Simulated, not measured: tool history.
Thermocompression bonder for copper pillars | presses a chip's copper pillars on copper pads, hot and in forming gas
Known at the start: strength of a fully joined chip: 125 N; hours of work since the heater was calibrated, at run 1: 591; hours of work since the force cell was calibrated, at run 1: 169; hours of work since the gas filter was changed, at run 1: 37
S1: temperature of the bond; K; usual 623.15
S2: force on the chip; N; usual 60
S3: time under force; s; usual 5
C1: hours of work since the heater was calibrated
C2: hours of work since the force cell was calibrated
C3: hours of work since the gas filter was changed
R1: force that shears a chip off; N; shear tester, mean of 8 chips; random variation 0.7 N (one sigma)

| run | hour | S1 | S2 | S3 | C1 | C2 | C3 | R1 |
|---|---|---|---|---|---|---|---|---|
| 1 | 0.0 | 623.15 | 60 | 5 | 591 | 169 | 37 | 42.9 |
| 2 | 26.7 | 623.15 | 60 | 5 | 606 | 183 | 51 | 43.5 |
| 3 | 43.3 | 623.15 | 60 | 5 | 614 | 192 | 60 | 43.1 |
| 4 | 57.3 | 623.15 | 60 | 5 | 622 | 199 | 67 | 43.6 |
| 5 | 70.1 | 623.15 | 60 | 3 | 628 | 206 | 74 | 34.9 |
| 6 | 99.1 | 623.15 | 60 | 3 | 644 | 221 | 89 | 34.8 |
| 7 | 124.6 | 623.15 | 60 | 5 | 657 | 235 | 103 | 42.6 |
| 8 | 148.8 | 623.15 | 60 | 5 | 670 | 247 | 116 | 43.1 |
| 9 | 172.3 | 623.15 | 60 | 5 | 682 | 260 | 128 | 41.4 |
| 10 | 200.4 | 623.15 | 60 | 5 | 697 | 274 | 143 | 42.6 |
|  | 214.7 | heater calibrated with a thermocouple chip |
| 11 | 223.7 | 623.15 | 42 | 5 | 5 | 286 | 154 | 34.4 |
|  | 228.5 | forming gas filter changed |
| 12 | 240.9 | 623.15 | 60 | 5 | 14 | 294 | 7 | 50.1 |
| 13 | 255.3 | 623.15 | 60 | 5 | 21 | 302 | 14 | 50.3 |
| 14 | 268.6 | 623.15 | 60 | 5 | 28 | 309 | 21 | 48.2 |
| 15 | 293.2 | 623.15 | 60 | 5 | 41 | 322 | 34 | 49.7 |
| 16 | 314.7 | 623.15 | 60 | 5 | 52 | 333 | 45 | 47.4 |
| 17 | 338.8 | 623.15 | 60 | 5 | 65 | 346 | 58 | 48.5 |
| 18 | 364.2 | 623.15 | 60 | 5 | 78 | 359 | 71 | 48.7 |
| 19 | 381.6 | 623.15 | 60 | 5 | 88 | 369 | 81 | 49.2 |
| 20 | 412.5 | 623.15 | 60 | 5 | 104 | 385 | 97 | 47.4 |
| 21 | 434.6 | 623.15 | 60 | 5 | 115 | 396 | 108 | 47.6 |
| 22 | 452.5 | 623.15 | 60 | 5 | 125 | 406 | 118 | 48.1 |
| 23 | 475.2 | 623.15 | 40 | 5 | 137 | 418 | 130 | 33.5 |
| 24 | 494.0 | 623.15 | 55 | 3 | 147 | 428 | 140 | 35.4 |
| 25 | 508.0 | 628.15 | 70 | 10 | 154 | 435 | 147 | 70.7 |
|  | 524.9 | forming gas filter changed |
| 26 | 532.2 | 650.15 | 46 | 9 | 167 | 448 | 4 | 64.7 |
| 27 | 559.5 | 650.15 | 76 | 6 | 181 | 462 | 18 | 81.6 |
| 28 | 587.9 | 607.15 | 45 | 3 | 196 | 477 | 33 | 23.2 |
| 29 | 604.5 | 607.15 | 79 | 9 | 205 | 486 | 42 | 62.1 |
| 30 | 631.5 | 600.15 | 64 | 9 | 219 | 500 | 56 | 46.1 |
| 31 | 645.9 | 600.15 | 64 | 9 | 226 | 507 | 64 | 46.4 |
| 32 | 663.1 | 644.15 | 85 | 14 | 235 | 516 | 73 | 100.3 |
| 33 | 676.0 | 644.15 | 85 | 14 | 242 | 523 | 80 | 99.4 |
| 34 | 690.2 | 644.15 | 85 | 14 | 250 | 531 | 87 | 99.8 |
| 35 | 718.5 | 623.15 | 44 | 12 | 265 | 546 | 102 | 49.6 |
| 36 | 741.1 | 623.15 | 44 | 12 | 276 | 557 | 114 | 50.7 |
| 37 | 765.6 | 623.15 | 44 | 12 | 289 | 570 | 127 | 49.5 |
| 38 | 785.1 | 623.15 | 58 | 6 | 300 | 581 | 137 | 48.2 |
| 39 | 799.5 | 617.15 | 66 | 15 | 307 | 588 | 145 | 67.5 |

The same runs without the tool's hidden state, with the same run-to-run variation:
The hidden state here: true temperature of the bond over the reading, C; force that reaches the chip, % of what is set; oxide that the forming gas leaves, % of the face; drift of the gauge itself on shear_n, %.
| run | R1 |
|---|---|
| 1 | 48.6 |
| 2 | 49.6 |
| 3 | 49.3 |
| 4 | 49.9 |
| 5 | 40.5 |
| 6 | 40.7 |
| 7 | 49.7 |
| 8 | 50.4 |
| 9 | 49.0 |
| 10 | 50.8 |
| 11 | 35.6 |
| 12 | 49.9 |
| 13 | 50.2 |
| 14 | 48.3 |
| 15 | 50.1 |
| 16 | 48.1 |
| 17 | 49.5 |
| 18 | 50.0 |
| 19 | 50.8 |
| 20 | 49.2 |
| 21 | 49.7 |
| 22 | 50.5 |
| 23 | 35.4 |
| 24 | 37.5 |
| 25 | 74.9 |
| 26 | 65.8 |
| 27 | 83.3 |
| 28 | 24.2 |
| 29 | 64.6 |
| 30 | 48.5 |
| 31 | 49.1 |
| 32 | 104.1 |
| 33 | 103.3 |
| 34 | 104.1 |
| 35 | 53.1 |
| 36 | 54.4 |
| 37 | 53.6 |
| 38 | 52.4 |
| 39 | 73.2 |
